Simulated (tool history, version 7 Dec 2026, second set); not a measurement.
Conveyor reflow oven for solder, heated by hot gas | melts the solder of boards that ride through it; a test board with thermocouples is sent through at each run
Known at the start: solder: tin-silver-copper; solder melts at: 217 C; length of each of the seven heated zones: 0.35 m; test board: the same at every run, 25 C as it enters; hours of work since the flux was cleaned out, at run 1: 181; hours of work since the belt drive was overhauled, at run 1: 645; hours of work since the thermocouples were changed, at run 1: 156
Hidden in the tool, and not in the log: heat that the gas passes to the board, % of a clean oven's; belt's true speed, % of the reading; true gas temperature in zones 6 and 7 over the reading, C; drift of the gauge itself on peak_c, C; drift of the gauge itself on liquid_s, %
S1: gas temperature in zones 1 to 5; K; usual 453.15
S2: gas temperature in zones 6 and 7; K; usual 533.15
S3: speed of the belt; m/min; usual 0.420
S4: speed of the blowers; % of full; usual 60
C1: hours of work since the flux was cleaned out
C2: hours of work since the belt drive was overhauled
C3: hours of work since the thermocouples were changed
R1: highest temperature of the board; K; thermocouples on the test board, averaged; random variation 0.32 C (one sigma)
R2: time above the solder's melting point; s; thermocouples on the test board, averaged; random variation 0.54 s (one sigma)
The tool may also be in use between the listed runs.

{"run": 1, "hour": 0.0, "S1": 453.15, "S2": 533.15, "S3": 0.42, "S4": 60, "C1": 181, "C2": 645, "C3": 156, "R1": 520.45, "R2": 74.0}
{"run": 2, "hour": 45.3, "S1": 453.15, "S2": 533.15, "S3": 0.42, "S4": 60, "C1": 200, "C2": 664, "C3": 175, "R1": 520.45, "R2": 73.3}
{"run": 3, "hour": 64.6, "S1": 453.15, "S2": 533.15, "S3": 0.42, "S4": 60, "C1": 209, "C2": 672, "C3": 183, "R1": 520.45, "R2": 73.3}
{"run": 4, "hour": 92.7, "S1": 453.15, "S2": 533.15, "S3": 0.42, "S4": 60, "C1": 220, "C2": 684, "C3": 195, "R1": 520.15, "R2": 74.9}
{"run": 5, "hour": 128.6, "S1": 453.15, "S2": 533.15, "S3": 0.42, "S4": 60, "C1": 236, "C2": 699, "C3": 210, "R1": 519.85, "R2": 73.0}
{"run": 6, "hour": 173.4, "S1": 453.15, "S2": 533.15, "S3": 0.42, "S4": 60, "C1": 254, "C2": 718, "C3": 229, "R1": 520.25, "R2": 73.3}
{"run": 7, "hour": 213.3, "S1": 453.15, "S2": 533.15, "S3": 0.42, "S4": 60, "C1": 271, "C2": 735, "C3": 246, "R1": 520.35, "R2": 74.2}
{"hour": 225.8, "done": "belt drive overhauled, speed set with a stopwatch"}
{"run": 8, "hour": 236.5, "S1": 453.15, "S2": 533.15, "S3": 0.42, "S4": 60, "C1": 279, "C2": 5, "C3": 254, "R1": 520.95, "R2": 74.0}
{"run": 9, "hour": 261.2, "S1": 453.15, "S2": 533.15, "S3": 0.42, "S4": 60, "C1": 290, "C2": 15, "C3": 265, "R1": 520.35, "R2": 73.8}
{"run": 10, "hour": 297.8, "S1": 453.15, "S2": 533.15, "S3": 0.471, "S4": 60, "C1": 305, "C2": 30, "C3": 280, "R1": 517.25, "R2": 60.6}
{"run": 11, "hour": 333.1, "S1": 453.15, "S2": 533.15, "S3": 0.471, "S4": 60, "C1": 320, "C2": 45, "C3": 295, "R1": 515.95, "R2": 61.0}
{"run": 12, "hour": 371.3, "S1": 453.15, "S2": 533.15, "S3": 0.42, "S4": 60, "C1": 336, "C2": 61, "C3": 311, "R1": 520.05, "R2": 73.2}
{"run": 13, "hour": 404.7, "S1": 458.15, "S2": 533.15, "S3": 0.42, "S4": 60, "C1": 350, "C2": 75, "C3": 325, "R1": 521.15, "R2": 77.4}
{"run": 14, "hour": 445.8, "S1": 458.15, "S2": 533.15, "S3": 0.42, "S4": 60, "C1": 368, "C2": 93, "C3": 342, "R1": 521.35, "R2": 76.7}
{"run": 15, "hour": 469.1, "S1": 453.15, "S2": 533.15, "S3": 0.475, "S4": 60, "C1": 377, "C2": 103, "C3": 352, "R1": 517.15, "R2": 59.1}
{"run": 16, "hour": 491.4, "S1": 453.15, "S2": 545.15, "S3": 0.42, "S4": 88, "C1": 387, "C2": 112, "C3": 362, "R1": 535.55, "R2": 88.3}
{"hour": 499.8, "done": "flux residue cleaned out of gas plates and filters"}
{"run": 17, "hour": 538.5, "S1": 453.15, "S2": 545.15, "S3": 0.42, "S4": 88, "C1": 16, "C2": 130, "C3": 379, "R1": 536.15, "R2": 88.1}
{"run": 18, "hour": 568.5, "S1": 462.15, "S2": 533.15, "S3": 0.42, "S4": 51, "C1": 29, "C2": 142, "C3": 392, "R1": 519.95, "R2": 77.7}
{"run": 19, "hour": 602.7, "S1": 438.15, "S2": 543.15, "S3": 0.445, "S4": 90, "C1": 43, "C2": 157, "C3": 407, "R1": 530.95, "R2": 73.6}
{"run": 20, "hour": 622.1, "S1": 452.15, "S2": 528.15, "S3": 0.42, "S4": 60, "C1": 52, "C2": 165, "C3": 415, "R1": 516.15, "R2": 67.5}
{"run": 21, "hour": 649.6, "S1": 452.15, "S2": 528.15, "S3": 0.42, "S4": 60, "C1": 63, "C2": 177, "C3": 426, "R1": 515.85, "R2": 69.2}
{"run": 22, "hour": 669.2, "S1": 442.15, "S2": 533.15, "S3": 0.42, "S4": 60, "C1": 71, "C2": 185, "C3": 435, "R1": 518.55, "R2": 65.4}
{"run": 23, "hour": 694.8, "S1": 456.15, "S2": 538.15, "S3": 0.436, "S4": 62, "C1": 82, "C2": 196, "C3": 445, "R1": 524.65, "R2": 76.9}
{"run": 24, "hour": 726.3, "S1": 453.15, "S2": 533.15, "S3": 0.389, "S4": 60, "C1": 96, "C2": 209, "C3": 459, "R1": 522.55, "R2": 83.6}
{"run": 25, "hour": 759.1, "S1": 453.15, "S2": 533.15, "S3": 0.389, "S4": 84, "C1": 109, "C2": 223, "C3": 472, "R1": 525.75, "R2": 88.5}
{"run": 26, "hour": 780.6, "S1": 448.15, "S2": 547.15, "S3": 0.352, "S4": 60, "C1": 118, "C2": 232, "C3": 481, "R1": 537.15, "R2": 102.7}
{"run": 27, "hour": 817.8, "S1": 453.15, "S2": 533.15, "S3": 0.42, "S4": 84, "C1": 134, "C2": 248, "C3": 497, "R1": 523.95, "R2": 79.8}
{"run": 28, "hour": 854.6, "S1": 453.15, "S2": 533.15, "S3": 0.443, "S4": 63, "C1": 150, "C2": 263, "C3": 513, "R1": 519.95, "R2": 68.9}
{"run": 29, "hour": 899.9, "S1": 438.15, "S2": 530.15, "S3": 0.42, "S4": 50, "C1": 169, "C2": 282, "C3": 532, "R1": 512.65, "R2": 54.9}
{"run": 30, "hour": 931.9, "S1": 438.15, "S2": 530.15, "S3": 0.42, "S4": 50, "C1": 182, "C2": 296, "C3": 545, "R1": 512.35, "R2": 55.9}

Hidden state at the last listed run before each entry between runs and at the first one after, where it differs:
Between runs 7 and 8: belt drive overhauled, speed set with a stopwatch (hour 225.8)
  heat that the gas passes to the board, % of a clean oven's: 99.2 -> 99.1; belt's true speed, % of the reading: 99.86 -> 100.01; true gas temperature in zones 6 and 7 over the reading, C: 0.03 -> 0.04
Between runs 16 and 17: flux residue cleaned out of gas plates and filters (hour 499.8)
  heat that the gas passes to the board, % of a clean oven's: 98.9 -> 99.9; true gas temperature in zones 6 and 7 over the reading, C: 0.05 -> 0.06
